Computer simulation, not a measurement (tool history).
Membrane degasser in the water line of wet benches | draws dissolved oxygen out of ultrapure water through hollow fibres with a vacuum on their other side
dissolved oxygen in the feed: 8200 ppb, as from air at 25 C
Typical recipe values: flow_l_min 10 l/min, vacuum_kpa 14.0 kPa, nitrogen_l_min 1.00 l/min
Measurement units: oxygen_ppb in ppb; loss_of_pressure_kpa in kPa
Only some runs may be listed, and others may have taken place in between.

Run 1, day 0.000: usual settings. Result: oxygen_ppb 393.4 ppb, loss_of_pressure_kpa 56.15 kPa.
Run 2, day 1.483: usual settings. Result: oxygen_ppb 385.5 ppb, loss_of_pressure_kpa 56.33 kPa.
Run 3, day 2.842: usual settings. Result: oxygen_ppb 383.5 ppb, loss_of_pressure_kpa 56.38 kPa.
Run 4, day 4.833: usual settings. Result: oxygen_ppb 381.4 ppb, loss_of_pressure_kpa 56.03 kPa.
Run 5, day 6.062: usual settings. Result: oxygen_ppb 389.5 ppb, loss_of_pressure_kpa 55.92 kPa.
Run 6, day 7.600: usual settings. Result: oxygen_ppb 384.7 ppb, loss_of_pressure_kpa 56.17 kPa.
Run 7, day 9.221: usual settings. Result: oxygen_ppb 385.9 ppb, loss_of_pressure_kpa 56.26 kPa.
Run 8, day 10.033: usual settings. Result: oxygen_ppb 384.9 ppb, loss_of_pressure_kpa 56.42 kPa.
Run 9, day 10.975: usual settings. Result: oxygen_ppb 393.6 ppb, loss_of_pressure_kpa 56.14 kPa.
Run 10, day 12.788: usual settings. Result: oxygen_ppb 384.8 ppb, loss_of_pressure_kpa 55.81 kPa.
Run 11, day 14.338: usual settings but flow_l_min 9 l/min, vacuum_kpa 12.8 kPa, nitrogen_l_min 0.43 l/min. Result: oxygen_ppb 536.5 ppb, loss_of_pressure_kpa 50.59 kPa.
Run 12, day 15.829: usual settings but flow_l_min 9 l/min, vacuum_kpa 12.8 kPa, nitrogen_l_min 0.46 l/min. Result: oxygen_ppb 506.2 ppb, loss_of_pressure_kpa 50.69 kPa.
Run 13, day 16.962: usual settings but flow_l_min 9 l/min, vacuum_kpa 12.8 kPa, nitrogen_l_min 0.46 l/min. Result: oxygen_ppb 511.3 ppb, loss_of_pressure_kpa 50.85 kPa.
Run 14, day 18.017: usual settings but flow_l_min 8 l/min, vacuum_kpa 32.6 kPa, nitrogen_l_min 0.51 l/min. Result: oxygen_ppb 1029.4 ppb, loss_of_pressure_kpa 45.29 kPa.
Run 15, day 19.904: usual settings but flow_l_min 8 l/min, vacuum_kpa 33.8 kPa, nitrogen_l_min 2.29 l/min. Result: oxygen_ppb 337.3 ppb, loss_of_pressure_kpa 45.04 kPa.
Run 16, day 21.762: usual settings but flow_l_min 7 l/min, vacuum_kpa 9.3 kPa, nitrogen_l_min 0.99 l/min. Result: oxygen_ppb 156.6 ppb, loss_of_pressure_kpa 39.04 kPa.
Run 17, day 23.671: usual settings but flow_l_min 9 l/min, vacuum_kpa 9.3 kPa, nitrogen_l_min 0.99 l/min. Result: oxygen_ppb 237.1 ppb, loss_of_pressure_kpa 50.61 kPa.
Run 18, day 25.204: usual settings but vacuum_kpa 29.4 kPa, nitrogen_l_min 1.19 l/min. Result: oxygen_ppb 643.6 ppb, loss_of_pressure_kpa 56.11 kPa.
Run 19, day 26.517: usual settings but vacuum_kpa 29.4 kPa, nitrogen_l_min 1.19 l/min. Result: oxygen_ppb 626.8 ppb, loss_of_pressure_kpa 56.20 kPa.

Below are 5 alternative next runs, each starting from the tool's condition after run 19. Predict each:
Run A, day 28.346: usual settings but flow_l_min 9 l/min, vacuum_kpa 21.5 kPa, nitrogen_l_min 0.48 l/min. Result: oxygen_ppb ?, loss_of_pressure_kpa ?.
Run B, day 28.346: usual settings but flow_l_min 7 l/min, vacuum_kpa 25.7 kPa, nitrogen_l_min 1.26 l/min. Result: oxygen_ppb ?, loss_of_pressure_kpa ?.
Run C, day 28.346: usual settings but flow_l_min 8 l/min, vacuum_kpa 26.6 kPa, nitrogen_l_min 1.99 l/min. Result: oxygen_ppb ?, loss_of_pressure_kpa ?.
Run D, day 28.346: usual settings but flow_l_min 12 l/min, vacuum_kpa 8.4 kPa, nitrogen_l_min 1.90 l/min. Result: oxygen_ppb ?, loss_of_pressure_kpa ?.
Run E, day 28.346: usual settings but vacuum_kpa 8.9 kPa. Result: oxygen_ppb ?, loss_of_pressure_kpa ?.

run  oxygen_ppb  loss_of_pressure_kpa
  A       799.0                 50.94
  B       347.5                 39.53
  C       303.1                 45.13
  D       297.1                 67.61
  E       279.0                 56.56
Take away the tool's hidden state, keep each run's random variation, and the runs would have read:
run  oxygen_ppb  loss_of_pressure_kpa
  A       785.7                 50.64
  B       339.0                 39.30
  C       296.0                 44.86
  D       289.7                 67.21
  E       271.1                 56.22
